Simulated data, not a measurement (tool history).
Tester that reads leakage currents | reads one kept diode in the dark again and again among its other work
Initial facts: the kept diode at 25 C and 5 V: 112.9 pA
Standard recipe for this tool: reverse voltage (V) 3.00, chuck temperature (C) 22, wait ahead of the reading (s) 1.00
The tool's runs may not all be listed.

run    hour  reverse voltage (V)  chuck temperature (C)  wait ahead of the reading (s)  current that the tester gives (pA)
  1     0.0                 3.00                     22                           1.00                               70.30
  2    34.4                 3.00                     49                           1.00                              567.10
  3   107.0                 3.00                     49                           1.00                              562.01
  4   172.0                 3.00                     49                           1.00                              557.79
  5   250.7                 3.00                     22                           1.00                               67.53
  6   322.8                 3.00                     22                           1.00                               66.63
  7   401.1                 3.00                     22                           1.00                               65.40
  8   461.7                 3.00                     26                           1.00                               90.35
  9   508.9                 3.00                     26                           1.00                               89.69
 10   554.0                 3.00                     58                           1.00                              982.73
 11   608.3                 3.00                     22                           1.00                               63.08
 12   653.1                 3.00                     22                           1.00                               62.43
 13   721.4                 3.64                     22                           1.00                               67.10
 14   795.7                 3.00                     22                           1.00                               60.73
      848.6  -- chuck's temperature calibrated
 15   863.7                 3.00                     22                           1.00                               72.05
 16   934.0                 3.00                     44                           1.00                              399.15
 17  1014.1                13.14                     22                           1.00                              130.01
 18  1068.1                13.14                     22                           1.00                              130.00
 19  1131.5                13.14                     22                           1.00                              127.64
 20  1165.2                 3.00                     22                           1.00                               68.26
 21  1244.0                 3.00                     24                           3.21                               79.09
 22  1291.5                 3.00                     24                           3.21                               78.20
 23  1331.5                16.05                     48                           1.25                              994.90
 24  1402.9                 1.93                     22                           4.65                               54.24
 25  1451.4                 1.93                     22                           4.65                               53.41
 26  1502.6                 4.09                     29                           1.45                              129.28
 27  1568.4                 3.00                     37                           1.48                              212.76
 28  1627.9                 3.00                     22                           7.09                               62.08
 29  1676.4                 4.37                     45                           1.00                              445.79
 30  1730.9                 4.37                     27                           1.84                              108.66
 31  1797.2                 2.20                     24                           1.00                               63.09
 32  1848.7                 2.39                     31                           6.22                              114.89
     1863.7  -- chuck's temperature calibrated
 33  1893.5                 1.51                     27                           4.15                               83.64
 34  1947.9                 1.51                     44                           4.15                              309.07
 35  2030.2                 2.61                     44                           1.12                              380.67
 36  2096.4                 9.82                     22                           2.09                              116.35
 37  2143.2                 3.00                     22                           3.19                               70.12
 38  2199.1                 8.46                     46                           1.07                              692.92
 39  2279.0                 1.98                     22                           1.00                               57.91
 40  2334.7                 3.00                     26                           1.00                               95.40

What if the next run were any one of these 3? Each begins from the tool's condition after run 40:
  A  2407.4                 3.00                     59                           1.00                                   ?
  B  2407.4                 1.33                     22                           2.04                                   ?
  C  2407.4                 7.28                     22                           0.58                                   ?

run  current that the tester gives (pA)
  A                             1092.21
  B                               47.77
  C                               98.96
With no hidden state in the tool, these same runs would have given:
run  current that the tester gives (pA)
  A                             1163.68
  B                               51.43
  C                              104.58
